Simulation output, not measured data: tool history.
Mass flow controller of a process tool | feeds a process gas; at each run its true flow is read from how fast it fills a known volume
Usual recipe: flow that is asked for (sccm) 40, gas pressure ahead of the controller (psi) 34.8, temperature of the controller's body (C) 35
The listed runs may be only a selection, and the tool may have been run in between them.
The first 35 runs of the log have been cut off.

run	hour	flow that is asked for (sccm)	gas pressure ahead of the controller (psi)	temperature of the controller's body (C)	hours of work since the controller was set to zero	hours of work since the controller was changed	true flow (%)
36	5951.1	40	34.8	26	271	5981	99.5
37	6064	12	34.7	33	350	6061	98.89
38	6295.1	95	30.6	33	514	6224	100.65
39	6505.9	95	30.6	33	663	6373	100.7
40	6651.3	95	30.6	33	766	6476	100.72
41	6750.6	16	37.1	38	836	6547	99.21
42	6917.9	16	27.1	30	954	6665	99.67
43	7065.4	16	27.6	30	1059	6769	99.64
44	7209.2	40	30.7	35	1161	6871	99.49
45	7370.6	40	39.5	35	1275	6985	99.58
46	7587.6	40	39.5	28	1428	7139	100.12
47	7729.4	40	39.5	28	1529	7239	100.31
48	7849.3	40	26	22	1613	7324	100.25

4 ways to go on from here, each from the tool as it stands after run 48. What would each give?
A	8007.9	10	22.2	22	1726	7436	?
B	8007.9	42	34.8	28	1726	7436	?
C	8007.9	33	33.2	27	1726	7436	?
D	8007.9	40	30.7	26	1726	7436	?

run	true flow (%)
A	101.59
B	100.17
C	100.2
D	100.14
What these runs would have given with no unlogged condition in the tool:
run	true flow (%)
A	97.59
B	98.32
C	98.17
D	98.25
